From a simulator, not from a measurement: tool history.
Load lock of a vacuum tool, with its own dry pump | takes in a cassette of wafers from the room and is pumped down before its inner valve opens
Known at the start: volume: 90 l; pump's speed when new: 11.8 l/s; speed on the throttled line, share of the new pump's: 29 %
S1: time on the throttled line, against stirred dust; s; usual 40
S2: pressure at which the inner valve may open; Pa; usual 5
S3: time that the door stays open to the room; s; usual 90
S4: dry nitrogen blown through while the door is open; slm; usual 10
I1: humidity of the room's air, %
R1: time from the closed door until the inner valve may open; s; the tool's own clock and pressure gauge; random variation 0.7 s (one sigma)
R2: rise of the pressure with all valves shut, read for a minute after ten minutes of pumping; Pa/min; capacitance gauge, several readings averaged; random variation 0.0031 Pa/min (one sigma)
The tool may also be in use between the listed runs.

{"run": 1, "hour": 0.0, "S1": 40, "S2": 5, "S3": 90, "S4": 10, "I1": 39.8, "R1": 112, "R2": 0.143}
{"run": 2, "hour": 402.0, "S1": 40, "S2": 5, "S3": 90, "S4": 10, "I1": 45.3, "R1": 112.4, "R2": 0.152}
{"run": 3, "hour": 840.4, "S1": 64, "S2": 5, "S3": 90, "S4": 10, "I1": 46.1, "R1": 128.6, "R2": 0.155}
{"run": 4, "hour": 1315.2, "S1": 64, "S2": 5, "S3": 90, "S4": 10, "I1": 45.9, "R1": 130.4, "R2": 0.165}
{"run": 5, "hour": 1777.2, "S1": 40, "S2": 5, "S3": 32, "S4": 10, "I1": 43.9, "R1": 114.5, "R2": 0.133}
{"run": 6, "hour": 2297.5, "S1": 40, "S2": 5, "S3": 32, "S4": 10, "I1": 44.8, "R1": 115.9, "R2": 0.138}
{"run": 7, "hour": 2754.2, "S1": 40, "S2": 5, "S3": 32, "S4": 10, "I1": 42.7, "R1": 117.2, "R2": 0.135}
{"run": 8, "hour": 3147.5, "S1": 40, "S2": 5, "S3": 32, "S4": 10, "I1": 48, "R1": 115.3, "R2": 0.149}
{"run": 9, "hour": 3556.3, "S1": 40, "S2": 5, "S3": 32, "S4": 10, "I1": 40.8, "R1": 115.4, "R2": 0.144}
{"run": 10, "hour": 4117.1, "S1": 40, "S2": 5, "S3": 32, "S4": 10, "I1": 46.7, "R1": 116.7, "R2": 0.161}
{"run": 11, "hour": 4728.9, "S1": 25, "S2": 5, "S3": 90, "S4": 10, "I1": 43.8, "R1": 108.9, "R2": 0.188}
{"hour": 4835.1, "done": "dry pump taken out, an overhauled one fitted"}
{"run": 12, "hour": 5319.4, "S1": 40, "S2": 5, "S3": 90, "S4": 10, "I1": 44.6, "R1": 106.3, "R2": 0.197}
{"run": 13, "hour": 5827.2, "S1": 40, "S2": 7, "S3": 90, "S4": 10, "I1": 42.7, "R1": 104.3, "R2": 0.199}
{"run": 14, "hour": 6228.5, "S1": 35, "S2": 8, "S3": 90, "S4": 14, "I1": 42.3, "R1": 99, "R2": 0.209}
{"run": 15, "hour": 6649.2, "S1": 35, "S2": 8, "S3": 90, "S4": 14, "I1": 43, "R1": 100.4, "R2": 0.208}
{"run": 16, "hour": 7115.2, "S1": 43, "S2": 7, "S3": 175, "S4": 10, "I1": 47.9, "R1": 107.5, "R2": 0.257}
{"run": 17, "hour": 7468.6, "S1": 43, "S2": 7, "S3": 175, "S4": 10, "I1": 44.2, "R1": 107.3, "R2": 0.261}
{"run": 18, "hour": 7999.0, "S1": 29, "S2": 5, "S3": 90, "S4": 10, "I1": 38.6, "R1": 101, "R2": 0.221}
{"run": 19, "hour": 8266.0, "S1": 40, "S2": 5, "S3": 90, "S4": 5, "I1": 42.8, "R1": 108.1, "R2": 0.239}
{"run": 20, "hour": 8551.1, "S1": 40, "S2": 5, "S3": 90, "S4": 5, "I1": 47.6, "R1": 109.2, "R2": 0.248}
{"run": 21, "hour": 8828.9, "S1": 40, "S2": 5, "S3": 147, "S4": 34, "I1": 46.2, "R1": 109.7, "R2": 0.234}

The next listed run, before its measurement:
{"run": 22, "hour": 9192.8, "S1": 40, "S2": 5, "S3": 224, "S4": 34, "I1": 41.5, "R1": "?", "R2": "?"}

Run 22 gave R1 110.3 s, R2 0.243 Pa/min.
Without the tool's hidden state the same run would have given R1 104.9 s, R2 0.063 Pa/min.
